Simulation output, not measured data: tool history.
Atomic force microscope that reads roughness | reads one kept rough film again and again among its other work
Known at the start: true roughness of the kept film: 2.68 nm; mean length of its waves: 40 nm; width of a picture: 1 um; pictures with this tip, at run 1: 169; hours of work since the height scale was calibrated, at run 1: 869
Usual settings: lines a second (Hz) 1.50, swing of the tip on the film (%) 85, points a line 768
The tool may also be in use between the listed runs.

run    hour  lines a second (Hz)  swing of the tip on the film (%)  points a line  pictures with this tip  hours of work since the height scale was calibrated  roughness of the kept film (nm (root mean square))
  1     0.0                 1.50                                85            768                     169                                                  869                                               2.201
        7.7  -- new tip fitted
  2    51.4                 0.98                                85            768                      60                                                  899                                               2.315
  3    82.6                 1.50                                85            768                     102                                                  917                                               2.234
  4   133.9                 1.50                                85            768                     172                                                  946                                               2.222
      139.2  -- new tip fitted
  5   182.7                 1.50                                85            768                      59                                                  974                                               2.233
  6   213.2                 1.50                                85            768                     101                                                  992                                               2.224
  7   243.4                 1.50                                85            768                     142                                                 1009                                               2.238
      272.1  -- new tip fitted
  8   280.1                 1.50                                85            768                      11                                                 1030                                               2.229
  9   316.6                 1.50                                57            768                      61                                                 1052                                               2.441
 10   371.8                 1.50                                57            768                     136                                                 1083                                               2.433
 11   400.9                 1.50                                85            768                     176                                                 1100                                               2.217
      405.2  -- new tip fitted
 12   453.3                 1.50                                76            768                      66                                                 1130                                               2.329
 13   480.9                 1.18                                76            768                     104                                                 1146                                               2.361
 14   531.2                 0.79                                85            768                     172                                                 1175                                               2.344
      538.5  -- new tip fitted
 15   584.1                 1.50                                85            768                      62                                                 1206                                               2.233
 16   635.4                 1.50                                85            628                     132                                                 1236                                               2.212
      672.0  -- new tip fitted
 17   675.5                 1.50                                85            628                       4                                                 1258                                               2.227
 18   703.2                 1.50                                85            628                      42                                                 1274                                               2.230
 19   741.9                 1.50                                85            628                      95                                                 1297                                               2.227
 20   771.5                 1.50                                85            628                     136                                                 1314                                               2.242
 21   796.2                 1.50                                85            628                     169                                                 1328                                               2.217
      804.2  -- new tip fitted
 22   848.7                 1.50                                85            628                      60                                                 1358                                               2.222
 23   885.7                 1.50                                71            768                     111                                                 1380                                               2.364
 24   912.6                 1.50                                71            768                     148                                                 1395                                               2.383
      936.8  -- new tip fitted
 25   966.2                 1.50                                85            844                      40                                                 1426                                               2.221
 26  1019.3                 1.50                                85            768                     113                                                 1457                                               2.214
 27  1050.6                 1.32                                79            768                     156                                                 1475                                               2.314
     1068.5  -- new tip fitted
 28  1101.9                 0.71                                81            281                      46                                                 1504                                               2.382
 29  1125.2                 1.31                                75            768                      78                                                 1518                                               2.343
 30  1168.3                 1.50                                89            564                     137                                                 1543                                               2.171
 31  1195.3                 1.50                                85            322                     174                                                 1558                                               2.194
     1201.4  -- new tip fitted
 32  1219.2                 3.48                                61            397                      24                                                 1572                                               2.303
 33  1265.2                 3.07                                87            295                      87                                                 1599                                               1.945
 34  1292.4                 1.50                                84            294                     124                                                 1614                                               2.220
     1333.2  -- new tip fitted
 35  1333.6                 1.50                                84            294                       0                                                 1638                                               2.237
 36  1374.0                 1.50                                82            768                      56                                                 1661                                               2.262
 37  1426.6                 1.00                                76            460                     128                                                 1692                                               2.378
 38  1455.1                 2.80                                85            670                     167                                                 1708                                               2.033
     1466.7  -- new tip fitted
 39  1479.1                 2.80                                85            670                      17                                                 1722                                               2.029
 40  1502.1                 2.80                                85            670                      48                                                 1735                                               2.034
 41  1524.6                 0.52                                74            767                      79                                                 1748                                               2.433
 42  1550.7                 0.52                                74            767                     115                                                 1763                                               2.432
     1599.1  -- new tip fitted
 43  1603.1                 0.57                                83            731                       5                                                 1793                                               2.394
 44  1637.5                 0.70                                83            376                      52                                                 1813                                               2.385
 45  1680.4                 0.70                                83            376                     111                                                 1838                                               2.396
     1730.5  -- new tip fitted
 46  1730.5                 3.35                                85            276                       0                                                 1867                                               1.943
 47  1773.9                 1.07                                81            331                      59                                                 1892                                               2.318
 48  1813.8                 1.07                                81            331                     114                                                 1915                                               2.304
 49  1859.6                 0.73                                78            537                     176                                                 1942                                               2.411
     1865.1  -- new tip fitted
 50  1889.0                 3.47                                64            727                      33                                                 1958                                               2.278
 51  1918.6                 3.47                                64            727                      73                                                 1975                                               2.299
 52  1950.0                 3.47                                64            727                     116                                                 1994                                               2.301

4 ways to go on from here, each from the tool as it stands after run 52. What would each give?
  A  1990.7                 1.50                                71            881                     172                                                 2017                                                   ?
  B  1990.7                 2.01                                64            727                     172                                                 2017                                                   ?
  C  1990.7                 0.70                                69            727                     172                                                 2017                                                   ?
  D  1990.7                 1.50                                61            768                     172                                                 2017                                                   ?

run  roughness of the kept film (nm (root mean square))
  A                                               2.365
  B                                               2.375
  C                                               2.434
  D                                               2.429
Without the tool's hidden state the same runs would have given:
run  roughness of the kept film (nm (root mean square))
  A                                               2.371
  B                                               2.380
  C                                               2.440
  D                                               2.435
